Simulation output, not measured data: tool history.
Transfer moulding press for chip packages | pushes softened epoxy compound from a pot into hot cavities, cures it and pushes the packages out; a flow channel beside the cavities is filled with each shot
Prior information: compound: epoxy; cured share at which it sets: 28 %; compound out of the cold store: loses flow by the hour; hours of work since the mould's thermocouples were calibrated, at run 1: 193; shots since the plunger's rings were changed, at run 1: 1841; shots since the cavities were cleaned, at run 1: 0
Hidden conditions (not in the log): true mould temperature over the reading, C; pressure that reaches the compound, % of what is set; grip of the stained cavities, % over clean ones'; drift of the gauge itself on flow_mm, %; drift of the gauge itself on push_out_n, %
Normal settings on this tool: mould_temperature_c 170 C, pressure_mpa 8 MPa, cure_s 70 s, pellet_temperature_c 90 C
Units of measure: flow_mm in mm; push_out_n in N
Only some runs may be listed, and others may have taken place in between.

| run | hour | mould_temperature_c | pressure_mpa | cure_s | pellet_temperature_c | hours of work since the mould's thermocouples were calibrated | shots since the plunger's rings were changed | shots since the cavities were cleaned | incoming compound's hours out of the cold store | flow_mm | push_out_n |
|---|---|---|---|---|---|---|---|---|---|---|---|
| 1 | 0 | 170 | 8 | 70 | 90 | 193 | 1841 | 0 | 11.8 | 705 | 439 |
|  | 68.1 | cavities cleaned with cleaning compound and waxed |
| 2 | 90.8 | 170 | 8 | 70 | 90 | 246 | 3053 | 308 | 20.6 | 661 | 794 |
|  | 131.8 | cavities cleaned with cleaning compound and waxed |
| 3 | 141.3 | 170 | 8 | 70 | 90 | 276 | 3719 | 129 | 30.2 | 634 | 486 |
|  | 175.5 | plunger's sealing rings changed |
|  | 198.4 | cavities cleaned with cleaning compound and waxed |
| 4 | 215.8 | 170 | 8 | 70 | 90 | 318 | 526 | 235 | 26.7 | 656 | 508 |
|  | 265.5 | cavities cleaned with cleaning compound and waxed |
| 5 | 283.2 | 170 | 8 | 70 | 90 | 358 | 1421 | 240 | 8.1 | 714 | 515 |
|  | 332.3 | mould's thermocouples calibrated |
|  | 333.8 | cavities cleaned with cleaning compound and waxed |
| 6 | 345.4 | 170 | 8 | 70 | 90 | 7 | 2218 | 157 | 35.5 | 623 | 480 |
|  | 403 | cavities cleaned with cleaning compound and waxed |
| 7 | 442.2 | 170 | 8 | 70 | 90 | 64 | 3512 | 533 | 24.2 | 654 | 602 |
|  | 470.4 | cavities cleaned with cleaning compound and waxed |
|  | 500.3 | plunger's sealing rings changed |
| 8 | 528.1 | 170 | 8 | 70 | 90 | 113 | 378 | 749 | 42.4 | 617 | 628 |
|  | 544 | cavities cleaned with cleaning compound and waxed |
|  | 553.8 | cavities cleaned with cleaning compound and waxed, once more |
|  | 617.5 | cavities cleaned with cleaning compound and waxed |
| 9 | 631.5 | 170 | 8 | 70 | 90 | 173 | 1720 | 190 | 23.1 | 668 | 505 |
|  | 683.1 | cavities cleaned with cleaning compound and waxed |
| 10 | 704.8 | 170 | 8 | 70 | 90 | 216 | 2695 | 295 | 35.1 | 621 | 532 |
|  | 750.1 | cavities cleaned with cleaning compound and waxed |
| 11 | 773.6 | 170 | 8 | 70 | 90 | 256 | 3609 | 320 | 44.8 | 593 | 545 |
|  | 818.5 | plunger's sealing rings changed |
|  | 820 | cavities cleaned with cleaning compound and waxed |
| 12 | 820 | 170 | 8 | 70 | 90 | 282 | 0 | 0 | 48 | 594 | 393 |
|  | 886.4 | cavities cleaned with cleaning compound and waxed |
| 13 | 915 | 170 | 6.54 | 70 | 90 | 338 | 1270 | 388 | 19.6 | 615 | 533 |
|  | 956 | cavities cleaned with cleaning compound and waxed |
| 14 | 959.8 | 170 | 8 | 70 | 98 | 364 | 1858 | 52 | 25.7 | 651 | 428 |
|  | 997.9 | mould's thermocouples calibrated |
|  | 1023.6 | cavities cleaned with cleaning compound and waxed |
| 15 | 1048.6 | 166 | 6.04 | 108 | 80 | 30 | 3015 | 339 | 9.1 | 622 | 465 |
|  | 1090.6 | cavities cleaned with cleaning compound and waxed |
| 16 | 1091.6 | 166 | 8.59 | 107 | 89 | 55 | 3580 | 14 | 18.6 | 709 | 345 |
|  | 1139.8 | plunger's sealing rings changed |
|  | 1161.1 | cavities cleaned with cleaning compound and waxed |
| 17 | 1167.1 | 162 | 8.59 | 90 | 85 | 97 | 351 | 82 | 36.8 | 673 | 470 |
|  | 1227.2 | cavities cleaned with cleaning compound and waxed |
| 18 | 1242.1 | 162 | 8.59 | 90 | 85 | 142 | 1349 | 202 | 42.7 | 647 | 521 |
|  | 1293.1 | cavities cleaned with cleaning compound and waxed |
| 19 | 1325.7 | 162 | 8.59 | 90 | 85 | 191 | 2463 | 442 | 28 | 685 | 566 |
|  | 1362.7 | cavities cleaned with cleaning compound and waxed |
| 20 | 1416.6 | 162 | 8.59 | 90 | 85 | 245 | 3677 | 733 | 8.1 | 746 | 664 |
|  | 1427.3 | cavities cleaned with cleaning compound and waxed |
|  | 1460 | plunger's sealing rings changed |
|  | 1495.7 | cavities cleaned with cleaning compound and waxed |
| 21 | 1520.6 | 162 | 9.26 | 86 | 92 | 304 | 803 | 338 | 16.2 | 765 | 589 |
|  | 1562.4 | cavities cleaned with cleaning compound and waxed |
| 22 | 1592.3 | 162 | 9.26 | 86 | 94 | 346 | 1757 | 406 | 32.9 | 693 | 564 |
|  | 1632.5 | cavities cleaned with cleaning compound and waxed |
| 23 | 1645.8 | 162 | 9.26 | 58 | 88 | 377 | 2461 | 179 | 36.5 | 689 | 1213 |
|  | 1661.9 | mould's thermocouples calibrated |
|  | 1703.6 | cavities cleaned with cleaning compound and waxed |
| 24 | 1711.5 | 170 | 8 | 61 | 85 | 29 | 3306 | 106 | 28 | 638 | 650 |
|  | 1769 | cavities cleaned with cleaning compound and waxed |
|  | 1780.8 | plunger's sealing rings changed |
| 25 | 1801.2 | 170 | 8 | 63 | 98 | 80 | 276 | 403 | 8.7 | 718 | 705 |

3 ways to go on from here, each from the tool as it stands after run 25. What would each give?
|  | 1841.7 | cavities cleaned with cleaning compound and waxed |
| A | 1879.1 | 170 | 9.67 | 70 | 91 | 126 | 1313 | 507 | 25 | ? | ? |
|  | 1841.7 | cavities cleaned with cleaning compound and waxed |
| B | 1879.1 | 170 | 8 | 103 | 98 | 126 | 1313 | 507 | 26.3 | ? | ? |
|  | 1841.7 | cavities cleaned with cleaning compound and waxed |
| C | 1879.1 | 176 | 7.89 | 70 | 81 | 126 | 1313 | 507 | 22.1 | ? | ? |

| run | flow_mm | push_out_n |
|---|---|---|
| A | 726 | 603 |
| B | 656 | 477 |
| C | 657 | 516 |
Stripped of hidden state, with their random variation kept, the same runs would have yielded:
| run | flow_mm | push_out_n |
|---|---|---|
| A | 735 | 433 |
| B | 664 | 344 |
| C | 666 | 371 |
